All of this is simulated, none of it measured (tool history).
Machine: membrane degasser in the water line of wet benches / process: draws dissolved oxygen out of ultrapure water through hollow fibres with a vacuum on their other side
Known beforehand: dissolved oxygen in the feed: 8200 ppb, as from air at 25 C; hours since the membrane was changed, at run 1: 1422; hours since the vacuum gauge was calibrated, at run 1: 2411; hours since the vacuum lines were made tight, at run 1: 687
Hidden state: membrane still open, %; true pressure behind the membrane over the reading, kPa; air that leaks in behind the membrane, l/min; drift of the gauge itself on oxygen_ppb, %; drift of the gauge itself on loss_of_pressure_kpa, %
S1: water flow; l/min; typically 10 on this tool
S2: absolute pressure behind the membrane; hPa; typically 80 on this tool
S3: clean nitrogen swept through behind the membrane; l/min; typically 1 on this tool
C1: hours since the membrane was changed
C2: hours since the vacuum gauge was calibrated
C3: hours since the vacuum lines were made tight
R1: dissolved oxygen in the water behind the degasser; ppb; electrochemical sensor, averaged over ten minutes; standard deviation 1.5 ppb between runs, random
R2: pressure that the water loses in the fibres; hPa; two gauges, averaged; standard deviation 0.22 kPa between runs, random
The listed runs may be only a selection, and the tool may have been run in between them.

run   hour  S1     S2    S3    C1    C2    C3     R1     R2
  1      0  10     80     1  1422  2411   687  149.8    562
  2   27.9  10     80     1  1450  2439   715  152.8  559.9
  3   55.5  10     80     1  1477  2466   743  155.5    560
  4   74.9  10     80   0.7  1497  2486   762  199.2  562.5
  5  105.5  10     80   0.7  1527  2516   793    197  561.5
  6  143.6  10     80   0.7  1566  2554   831  196.3    563
  7    182  10     80   0.7  1604  2593   869  197.5  559.8
  8  201.5  10     80   0.7  1623  2612   889  201.5    562
  9  233.5  10     80  1.97  1655  2644   921  100.1  562.4
 10  264.1  10     80  1.97  1686  2675   951  100.7  566.4
 11  288.7  10  175.6  1.97  1711  2699   976  218.9  564.5
 12  310.7  10  175.6  1.97  1733  2721   998  215.7  559.7
 13    353   7  175.6  1.97  1775  2764  1040  147.8  394.5
 14    397   7  175.6  1.97  1819  2808  1084  143.8  396.5
 15  419.6   7  175.6  1.97  1842  2830  1107  146.1  394.3
 16    467   7     80     1  1889  2878  1154  104.7    394
     469.7  -- vacuum gauge calibrated
 17  500.6   7     80     1  1922    31  1187  103.9  394.6
 18  524.1  12  102.4     1  1946    54  1211  254.2  677.4
 19  548.8  12  102.4     1  1970    79  1235  248.9  675.6
 20  569.3   9  132.9   1.5  1991   100  1256  181.1  506.6
 21  592.2   9  140.3   1.5  2014   123  1279  189.8  504.6
 22  623.1   7  150.8  1.09  2044   153  1310  205.6  395.1
       666  -- vacuum gauge calibrated, once more
 23    666  10   73.9  0.67  2087     0  1352    180  564.9
 24  702.6  10   49.4   1.5  2124    37  1389   66.7  563.2
 25  724.9  10  188.4  1.65  2146    59  1411  262.5  568.2
 26    764  10  171.2  1.26  2185    98  1450  297.6  566.1
 27  796.6  10  171.2  1.26  2218   131  1483  296.2    566
 28  835.1  10   56.6  1.26  2256   169  1521   86.5  567.4
 29  880.2  10   99.1  1.93  2301   214  1566  124.9  564.1
 30  925.2  10   99.1  1.93  2346   259  1611    124  563.9
 31  961.5  10    163  0.75  2382   295  1648  429.1  567.6

For each run, the measured value with the value that run would have given without the tool's hidden condition subtracted. The run-to-run variation is shared by both, the gauge scatter possibly not:
run    R1    R2
  1  +4.8  +4.5
  2  +4.9  +4.6
  3  +5.1  +4.7
  4  +6.3  +4.7
  5  +6.3  +4.7
  6  +6.4  +4.9
  7  +6.6    +5
  8  +6.8  +5.1
  9  +3.9  +5.2
 10    +4  +5.3
 11  +4.8  +5.4
 12  +4.8  +5.4
 13  +3.7  +3.9
 14  +3.8    +4
 15  +3.8  +4.1
 16  +4.6  +4.2
 17    +5  +4.3
 18  +8.7  +7.4
 19  +8.5  +7.5
 20  +5.8  +5.7
 21  +5.9  +5.7
 22  +6.3  +4.5
 23  +2.9  +6.6
 24  +2.5  +6.7
 25  +4.3  +6.8
 26  +4.7  +6.9
 27  +4.7    +7
 28    +3  +7.1
 29  +3.5  +7.2
 30  +3.6  +7.4
 31    +6  +7.6

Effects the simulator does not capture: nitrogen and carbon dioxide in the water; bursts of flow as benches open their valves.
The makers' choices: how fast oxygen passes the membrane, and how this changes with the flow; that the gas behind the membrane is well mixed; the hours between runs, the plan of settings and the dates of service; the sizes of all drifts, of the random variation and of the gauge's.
